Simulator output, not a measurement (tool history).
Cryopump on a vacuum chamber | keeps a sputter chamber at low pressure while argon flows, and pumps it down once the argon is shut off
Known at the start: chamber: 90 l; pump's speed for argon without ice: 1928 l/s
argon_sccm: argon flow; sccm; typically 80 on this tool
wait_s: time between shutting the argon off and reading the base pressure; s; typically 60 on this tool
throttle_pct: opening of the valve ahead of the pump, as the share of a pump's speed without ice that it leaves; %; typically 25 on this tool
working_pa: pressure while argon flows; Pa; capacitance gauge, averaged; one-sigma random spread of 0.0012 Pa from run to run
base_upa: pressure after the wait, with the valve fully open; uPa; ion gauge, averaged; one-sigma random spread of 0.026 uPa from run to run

Run 1, hour 0: usual settings. Result: working_pa 0.2853 Pa, base_upa 1.54 uPa.
Run 2, hour 53.1: usual settings. Result: working_pa 0.2859 Pa, base_upa 1.66 uPa.
Run 3, hour 97.7: usual settings. Result: working_pa 0.2865 Pa, base_upa 1.58 uPa.
Run 4, hour 133.6: usual settings. Result: working_pa 0.2878 Pa, base_upa 1.63 uPa.
Run 5, hour 185.9: usual settings. Result: working_pa 0.2875 Pa, base_upa 1.71 uPa.
Run 6, hour 224.9: usual settings. Result: working_pa 0.2885 Pa, base_upa 1.63 uPa.
Run 7, hour 275.3: usual settings. Result: working_pa 0.2911 Pa, base_upa 1.74 uPa.
Run 8, hour 313.7: usual settings. Result: working_pa 0.2908 Pa, base_upa 1.77 uPa.
Run 9, hour 358.9: usual settings. Result: working_pa 0.2924 Pa, base_upa 1.76 uPa.
Run 10, hour 408.5: usual settings. Result: working_pa 0.2933 Pa, base_upa 1.83 uPa.
Run 11, hour 434.4: usual settings but argon_sccm 82 sccm. Result: working_pa 0.3019 Pa, base_upa 1.77 uPa.
Run 12, hour 481.6: usual settings. Result: working_pa 0.2963 Pa, base_upa 1.85 uPa.
Run 13, hour 526.2: usual settings. Result: working_pa 0.2947 Pa, base_upa 1.88 uPa.
Run 14, hour 568.5: usual settings but argon_sccm 151 sccm, wait_s 96 s, throttle_pct 27 %. Result: working_pa 0.5191 Pa, base_upa 1.53 uPa.
Run 15, hour 595.5: usual settings but argon_sccm 128 sccm, wait_s 66 s, throttle_pct 29 %. Result: working_pa 0.4139 Pa, base_upa 1.83 uPa.
Run 16, hour 648.6: usual settings but argon_sccm 128 sccm, wait_s 66 s, throttle_pct 29 %. Result: working_pa 0.4156 Pa, base_upa 1.83 uPa.
Run 17, hour 689.4: usual settings but wait_s 46 s, throttle_pct 35 %. Result: working_pa 0.2177 Pa, base_upa 2.28 uPa.
Run 18, hour 739.6: usual settings but argon_sccm 160 sccm, wait_s 250 s, throttle_pct 35 %. Result: working_pa 0.4368 Pa, base_upa 1.28 uPa.
Run 19, hour 792.1: usual settings but argon_sccm 160 sccm, wait_s 250 s, throttle_pct 35 %. Result: working_pa 0.4437 Pa, base_upa 1.32 uPa.
Run 20, hour 827: usual settings but argon_sccm 37 sccm, wait_s 37 s, throttle_pct 19 %. Result: working_pa 0.1803 Pa, base_upa 2.54 uPa.
Run 21, hour 860.4: usual settings but argon_sccm 44 sccm, wait_s 37 s, throttle_pct 54 %. Result: working_pa 0.0843 Pa, base_upa 2.73 uPa.

Forecast run 22:
Run 22, hour 909.5: usual settings but argon_sccm 133 sccm. Result: working_pa ?, base_upa ?.

{"run 22": {"working_pa": 0.5056, "base_upa": 2.11}}
With no hidden state in the tool, this same run would have given working_pa 0.4658 Pa, base_upa 1.07 uPa.

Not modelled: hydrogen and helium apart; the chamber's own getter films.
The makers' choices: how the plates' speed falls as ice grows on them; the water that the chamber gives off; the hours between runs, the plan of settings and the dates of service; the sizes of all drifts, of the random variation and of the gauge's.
